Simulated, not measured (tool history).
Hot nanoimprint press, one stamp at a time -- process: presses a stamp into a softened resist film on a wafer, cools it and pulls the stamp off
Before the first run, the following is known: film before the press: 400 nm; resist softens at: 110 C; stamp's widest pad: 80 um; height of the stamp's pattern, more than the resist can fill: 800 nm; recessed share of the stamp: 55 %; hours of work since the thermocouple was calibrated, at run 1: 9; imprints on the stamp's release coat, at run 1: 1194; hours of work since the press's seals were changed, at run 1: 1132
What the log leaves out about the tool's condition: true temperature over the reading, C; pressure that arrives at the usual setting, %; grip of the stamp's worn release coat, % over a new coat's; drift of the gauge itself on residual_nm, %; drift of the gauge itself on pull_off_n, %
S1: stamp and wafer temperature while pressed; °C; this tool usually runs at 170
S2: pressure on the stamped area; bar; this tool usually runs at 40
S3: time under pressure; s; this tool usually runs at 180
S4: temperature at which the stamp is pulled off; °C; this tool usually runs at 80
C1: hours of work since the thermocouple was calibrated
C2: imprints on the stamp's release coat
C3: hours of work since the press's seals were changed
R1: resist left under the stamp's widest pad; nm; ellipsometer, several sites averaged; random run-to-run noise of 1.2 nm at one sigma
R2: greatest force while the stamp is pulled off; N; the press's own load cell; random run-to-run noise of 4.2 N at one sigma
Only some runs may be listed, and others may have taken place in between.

Run 1, day 0: usual settings; C1 9; C2 1194; C3 1132. Result: R1 191.4 nm, R2 207 N.
Run 2, day 1.658: usual settings; C1 37; C2 1382; C3 1159. Result: R1 190.8 nm, R2 211 N.
Run 3, day 3.35: usual settings; C1 65; C2 1575; C3 1187. Result: R1 190.6 nm, R2 209 N.
At day 4.492: stamp cleaned and given a new release coat.
Run 4, day 5.971: usual settings; C1 104; C2 168; C3 1226. Result: R1 189.9 nm, R2 205 N.
Run 5, day 7.254: usual settings; C1 125; C2 314; C3 1247. Result: R1 191.2 nm, R2 208 N.
Run 6, day 9.154: usual settings; C1 157; C2 530; C3 1279. Result: R1 190.4 nm, R2 203 N.
Run 7, day 11.346: usual settings but S2 27.3 bar; C1 193; C2 779; C3 1315. Result: R1 224.2 nm, R2 206 N.
Run 8, day 12.638: usual settings but S1 171 °C, S2 62.6 bar, S3 93 s, S4 81 °C; C1 214; C2 926; C3 1336. Result: R1 185.2 nm, R2 202 N.
Run 9, day 13.738: usual settings but S1 171 °C, S2 62.6 bar, S3 93 s, S4 81 °C; C1 232; C2 1051; C3 1354. Result: R1 186.6 nm, R2 203 N.
Run 10, day 14.758: usual settings but S4 77 °C; C1 249; C2 1167; C3 1371. Result: R1 192 nm, R2 218 N.
At day 16.817: press's hydraulic seals changed and the load cell set to zero.
Run 11, day 17.329: usual settings but S2 32.1 bar, S3 217 s, S4 72 °C; C1 286; C2 1422; C3 8. Result: R1 196.9 nm, R2 242 N.
At day 19.712: stamp cleaned and given a new release coat.
Run 12, day 19.712: usual settings but S2 32.1 bar, S3 217 s, S4 72 °C; C1 321; C2 0; C3 44. Result: R1 194.3 nm, R2 240 N.
Run 13, day 20.796: usual settings but S2 25.5 bar, S4 79 °C; C1 339; C2 123; C3 62. Result: R1 232.4 nm, R2 210 N.
Run 14, day 23.15: usual settings but S2 38.1 bar, S4 79 °C; C1 378; C2 391; C3 100. Result: R1 194 nm, R2 213 N.

5 options for the next run, each taken on its own from the tool as it stands now. Forecast them:
Run A, day 24.783: usual settings but S1 175 °C, S2 38.1 bar, S4 79 °C; C1 405; C2 577; C3 128. Result: R1 ?, R2 ?.
Run B, day 24.783: usual settings but S1 179 °C, S2 27.4 bar, S3 190 s, S4 79 °C; C1 405; C2 577; C3 128. Result: R1 ?, R2 ?.
Run C, day 24.783: usual settings but S2 38.1 bar, S3 122 s, S4 65 °C; C1 405; C2 577; C3 128. Result: R1 ?, R2 ?.
Run D, day 24.783: usual settings but S3 176 s, S4 71 °C; C1 405; C2 577; C3 128. Result: R1 ?, R2 ?.
Run E, day 24.783: usual settings but S1 180 °C, S2 33 bar, S4 75 °C; C1 405; C2 577; C3 128. Result: R1 ?, R2 ?.

run     R1   R2
  A  148.3  211
  B  138.4  205
  C  222.1  272
  D  189.6  248
  E    121  230
With no hidden state in the tool, these same runs would have given:
run     R1   R2
  A  148.6  210
  B  138.7  205
  C  222.6  272
  D    190  247
  E  121.2  230
